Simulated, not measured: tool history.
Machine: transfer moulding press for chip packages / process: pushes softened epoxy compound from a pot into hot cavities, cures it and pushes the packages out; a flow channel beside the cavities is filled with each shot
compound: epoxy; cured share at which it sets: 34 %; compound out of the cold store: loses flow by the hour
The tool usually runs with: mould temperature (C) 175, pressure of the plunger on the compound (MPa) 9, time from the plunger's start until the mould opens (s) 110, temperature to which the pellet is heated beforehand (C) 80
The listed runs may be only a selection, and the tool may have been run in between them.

run    hour  mould temperature (C)  pressure of the plunger on the compound (MPa)  time from the plunger's start until the mould opens (s)  temperature to which the pellet is heated beforehand (C)  incoming compound's hours out of the cold store  length that the compound runs in the flow channel (mm)  greatest force on the pins that push the packages out (N)
  1       0                    175                                              9                                                      110                                                        80                                             12.2                                                     682                                                        397
       41.8  -- cavities cleaned with cleaning compound and waxed
  2      51                    175                                              9                                                      110                                                        80                                             18.5                                                     664                                                        436
       85.6  -- cavities cleaned with cleaning compound and waxed
  3    98.7                    176                                              9                                                      110                                                        80                                             29.7                                                     634                                                        442
      127.9  -- cavities cleaned with cleaning compound and waxed
  4     152                    175                                              9                                                      110                                                        80                                             27.5                                                     638                                                        513
      169.7  -- cavities cleaned with cleaning compound and waxed
      211.5  -- cavities cleaned with cleaning compound and waxed
  5   213.7                    175                                              9                                                      110                                                        80                                               37                                                     615                                                        408
      253.7  -- cavities cleaned with cleaning compound and waxed
      292.2  -- plunger's sealing rings changed
  6   294.5                    180                                              9                                                      110                                                        80                                             19.8                                                     657                                                        519
      300.1  -- cavities cleaned with cleaning compound and waxed
      321.6  -- mould's thermocouples calibrated
      344.3  -- cavities cleaned with cleaning compound and waxed
  7   368.4                    180                                              9                                                      110                                                        80                                             14.6                                                     666                                                        437
      387.5  -- cavities cleaned with cleaning compound and waxed
  8   423.2                    175                                              9                                                      111                                                        80                                             19.4                                                     658                                                        553
      429.9  -- cavities cleaned with cleaning compound and waxed
  9     463                    175                                              9                                                      111                                                        80                                             28.5                                                     636                                                        528
        472  -- cavities cleaned with cleaning compound and waxed
      514.6  -- cavities cleaned with cleaning compound and waxed
 10   520.7                    175                                              9                                                      111                                                        80                                             29.7                                                     631                                                        424
 11   551.5                    175                                              9                                                      111                                                        77                                             21.7                                                     647                                                        568
      558.2  -- cavities cleaned with cleaning compound and waxed
      601.3  -- cavities cleaned with cleaning compound and waxed
 12   605.2                    175                                              9                                                      111                                                        77                                             35.3                                                     614                                                        412
      643.5  -- plunger's sealing rings changed
        645  -- cavities cleaned with cleaning compound and waxed
 13   651.3                    170                                          10.44                                                      147                                                        77                                             25.4                                                     712                                                        363
      686.4  -- cavities cleaned with cleaning compound and waxed
 14   707.9                    170                                           8.55                                                       96                                                        79                                             45.3                                                     599                                                        845
      727.1  -- cavities cleaned with cleaning compound and waxed
      767.2  -- cavities cleaned with cleaning compound and waxed
 15   767.2                    175                                              9                                                      104                                                        80                                             31.4                                                     633                                                        419
      812.2  -- cavities cleaned with cleaning compound and waxed
 16   843.2                    175                                              9                                                      104                                                        80                                             46.7                                                     598                                                        556
      853.7  -- cavities cleaned with cleaning compound and waxed
      894.9  -- cavities cleaned with cleaning compound and waxed
 17   913.6                    175                                           9.18                                                      112                                                        80                                             38.2                                                     616                                                        448
      939.6  -- cavities cleaned with cleaning compound and waxed
      980.4  -- cavities cleaned with cleaning compound and waxed
 18   982.4                    175                                           8.99                                                      112                                                        85                                             29.4                                                     625                                                        388
      989.7  -- plunger's sealing rings changed
     1023.2  -- cavities cleaned with cleaning compound and waxed
 19  1023.2                    175                                          10.29                                                       94                                                        71                                              9.2                                                     739                                                        550
     1030.1  -- mould's thermocouples calibrated
       1067  -- cavities cleaned with cleaning compound and waxed
 20  1072.3                    175                                          10.29                                                       94                                                        71                                             36.7                                                     665                                                        562
     1110.5  -- cavities cleaned with cleaning compound and waxed
 21  1143.5                    181                                           9.56                                                      131                                                        75                                             22.7                                                     658                                                        439
     1154.1  -- cavities cleaned with cleaning compound and waxed
     1197.1  -- cavities cleaned with cleaning compound and waxed
 22  1200.3                    175                                           9.56                                                      131                                                        75                                               24                                                     665                                                        331
     1240.3  -- cavities cleaned with cleaning compound and waxed
 23  1240.3                    175                                            8.2                                                       93                                                        80                                             15.1                                                     634                                                        555
 24  1276.7                    175                                           8.01                                                      110                                                        80                                               36                                                     578                                                        567

Forecast each of these 4 alternatives for the next run:
     1284.8  -- cavities cleaned with cleaning compound and waxed
     1329.5  -- cavities cleaned with cleaning compound and waxed
  A  1331.3                    175                                              9                                                      111                                                        80                                             41.5                                                       ?                                                          ?
     1284.8  -- cavities cleaned with cleaning compound and waxed
     1329.5  -- cavities cleaned with cleaning compound and waxed
  B  1331.3                    175                                              9                                                       98                                                        80                                             46.8                                                       ?                                                          ?
     1284.8  -- cavities cleaned with cleaning compound and waxed
     1329.5  -- cavities cleaned with cleaning compound and waxed
  C  1331.3                    171                                              9                                                      110                                                        71                                               10                                                       ?                                                          ?
     1284.8  -- cavities cleaned with cleaning compound and waxed
     1329.5  -- cavities cleaned with cleaning compound and waxed
  D  1331.3                    175                                           8.54                                                      110                                                        80                                             36.6                                                       ?                                                          ?

run  length that the compound runs in the flow channel (mm)  greatest force on the pins that push the packages out (N)
  A                                                     600                                                        378
  B                                                     590                                                        473
  C                                                     678                                                        505
  D                                                     595                                                        383
What these runs would have given with no unlogged condition in the tool:
run  length that the compound runs in the flow channel (mm)  greatest force on the pins that push the packages out (N)
  A                                                     618                                                        358
  B                                                     607                                                        446
  C                                                     698                                                        476
  D                                                     613                                                        362

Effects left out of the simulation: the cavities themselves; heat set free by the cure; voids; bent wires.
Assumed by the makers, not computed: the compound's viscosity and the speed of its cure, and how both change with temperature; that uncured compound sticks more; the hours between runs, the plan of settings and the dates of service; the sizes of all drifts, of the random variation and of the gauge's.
